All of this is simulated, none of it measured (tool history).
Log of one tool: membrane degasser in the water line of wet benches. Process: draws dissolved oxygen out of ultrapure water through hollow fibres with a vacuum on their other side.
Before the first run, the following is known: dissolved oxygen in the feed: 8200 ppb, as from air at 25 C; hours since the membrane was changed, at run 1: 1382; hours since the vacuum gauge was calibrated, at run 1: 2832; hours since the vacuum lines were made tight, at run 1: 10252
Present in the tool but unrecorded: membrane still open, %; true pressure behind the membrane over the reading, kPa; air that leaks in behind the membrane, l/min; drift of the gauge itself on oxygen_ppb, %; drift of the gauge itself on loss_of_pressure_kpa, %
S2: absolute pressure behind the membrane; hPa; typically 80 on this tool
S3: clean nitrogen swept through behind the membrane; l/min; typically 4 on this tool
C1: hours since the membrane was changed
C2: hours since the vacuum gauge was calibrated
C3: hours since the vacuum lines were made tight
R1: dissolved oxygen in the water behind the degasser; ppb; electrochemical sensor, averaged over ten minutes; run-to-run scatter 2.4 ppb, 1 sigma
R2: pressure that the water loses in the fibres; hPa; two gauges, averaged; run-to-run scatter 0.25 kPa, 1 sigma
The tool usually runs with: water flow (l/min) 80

Run 1, day 0: usual settings; C1 1382; C2 2832; C3 10252. Result: R1 244.3 ppb, R2 680.3 hPa.
Run 2, day 1.129: usual settings; C1 1409; C2 2859; C3 10280. Result: R1 245.4 ppb, R2 681 hPa.
Run 3, day 2.346: usual settings; C1 1438; C2 2888; C3 10309. Result: R1 235 ppb, R2 684.1 hPa.
Run 4, day 4.05: usual settings; C1 1479; C2 2929; C3 10350. Result: R1 240.9 ppb, R2 681.4 hPa.
Run 5, day 6.125: usual settings; C1 1529; C2 2979; C3 10399. Result: R1 239.4 ppb, R2 681 hPa.
Run 6, day 7.983: usual settings but water flow (l/min) 66; C1 1574; C2 3024; C3 10444. Result: R1 189.5 ppb, R2 562.7 hPa.
Run 7, day 9.117: usual settings but water flow (l/min) 66; C1 1601; C2 3051; C3 10471. Result: R1 191.7 ppb, R2 561.3 hPa.
Run 8, day 10.233: usual settings but S2 57.2 hPa; C1 1628; C2 3078; C3 10498. Result: R1 142.2 ppb, R2 679.1 hPa.
Run 9, day 11.383: usual settings but S2 57.2 hPa; C1 1655; C2 3105; C3 10526. Result: R1 141.1 ppb, R2 682.4 hPa.
Run 10, day 13.608: usual settings but S2 57.2 hPa; C1 1709; C2 3159; C3 10579. Result: R1 144 ppb, R2 682.2 hPa.
Run 11, day 16.042: usual settings but S2 57.2 hPa; C1 1767; C2 3217; C3 10637. Result: R1 144.3 ppb, R2 682.8 hPa.
Run 12, day 17.796: usual settings but S2 56 hPa; C1 1809; C2 3259; C3 10680. Result: R1 137.5 ppb, R2 684.1 hPa.
Run 13, day 19.929: usual settings but S2 56 hPa; C1 1860; C2 3310; C3 10731. Result: R1 137.6 ppb, R2 685 hPa.
Run 14, day 21.204: usual settings but S2 56 hPa, S3 4.6 l/min; C1 1891; C2 3341; C3 10761. Result: R1 126.1 ppb, R2 682 hPa.
At day 22.692: vacuum gauge calibrated.
Run 15, day 23.475: usual settings; C1 1945; C2 19; C3 10815. Result: R1 242.9 ppb, R2 682 hPa.
Run 16, day 26.062: usual settings; C1 2007; C2 81; C3 10877. Result: R1 242.5 ppb, R2 680.6 hPa.
Run 17, day 28.062: usual settings but S2 58.2 hPa; C1 2055; C2 129; C3 10925. Result: R1 147.3 ppb, R2 679.3 hPa.
Run 18, day 29.954: usual settings but water flow (l/min) 51, S2 198.4 hPa, S3 7.15 l/min; C1 2100; C2 174; C3 10971. Result: R1 278.9 ppb, R2 432.1 hPa.
Run 19, day 32.017: usual settings but S2 86.4 hPa, S3 2.25 l/min; C1 2150; C2 224; C3 11020. Result: R1 412.7 ppb, R2 685.3 hPa.
Run 20, day 33.238: usual settings but S2 86.4 hPa, S3 2.25 l/min; C1 2179; C2 253; C3 11050. Result: R1 415.9 ppb, R2 681.9 hPa.
Run 21, day 35.825: usual settings but water flow (l/min) 65, S3 11.28 l/min; C1 2241; C2 315; C3 11112. Result: R1 81.1 ppb, R2 549.5 hPa.
Run 22, day 37.842: usual settings but S2 118.8 hPa, S3 8.91 l/min; C1 2290; C2 364; C3 11160. Result: R1 215.5 ppb, R2 680.4 hPa.
Run 23, day 40.446: usual settings but S3 2.97 l/min; C1 2352; C2 426; C3 11223. Result: R1 302.7 ppb, R2 684.8 hPa.
Run 24, day 42.746: usual settings but S3 2.97 l/min; C1 2407; C2 481; C3 11278. Result: R1 302.3 ppb, R2 680.7 hPa.
Run 25, day 43.95: usual settings but water flow (l/min) 77, S3 10.16 l/min; C1 2436; C2 510; C3 11307. Result: R1 115.4 ppb, R2 658.2 hPa.
Run 26, day 45.475: usual settings but water flow (l/min) 77, S3 10.16 l/min; C1 2473; C2 547; C3 11343. Result: R1 114.9 ppb, R2 661.8 hPa.
Run 27, day 47.55: usual settings but water flow (l/min) 93, S2 59.8 hPa, S3 1.66 l/min; C1 2523; C2 597; C3 11393. Result: R1 336.3 ppb, R2 798.7 hPa.
Run 28, day 50.075: usual settings but water flow (l/min) 93, S2 76.3 hPa, S3 1.66 l/min; C1 2583; C2 657; C3 11454. Result: R1 492.9 ppb, R2 797.8 hPa.
Run 29, day 52.242: usual settings but water flow (l/min) 93, S2 76.3 hPa, S3 1.66 l/min; C1 2635; C2 709; C3 11506. Result: R1 500.3 ppb, R2 794.1 hPa.
Run 30, day 53.571: usual settings but water flow (l/min) 93, S2 76.3 hPa, S3 1.66 l/min; C1 2667; C2 741; C3 11538. Result: R1 492.2 ppb, R2 796.1 hPa.
Run 31, day 55.296: usual settings but water flow (l/min) 108, S3 1.65 l/min; C1 2709; C2 783; C3 11579. Result: R1 616.5 ppb, R2 923.8 hPa.
Run 32, day 57.675: usual settings but water flow (l/min) 99; C1 2766; C2 840; C3 11636. Result: R1 314.2 ppb, R2 848.1 hPa.

Across each entry between runs, compare the hidden state at the last listed run before it with the hidden state at the first listed run after it:
From run 14 to run 15: vacuum gauge calibrated (day 22.692)
  no hidden state differs between the two runs
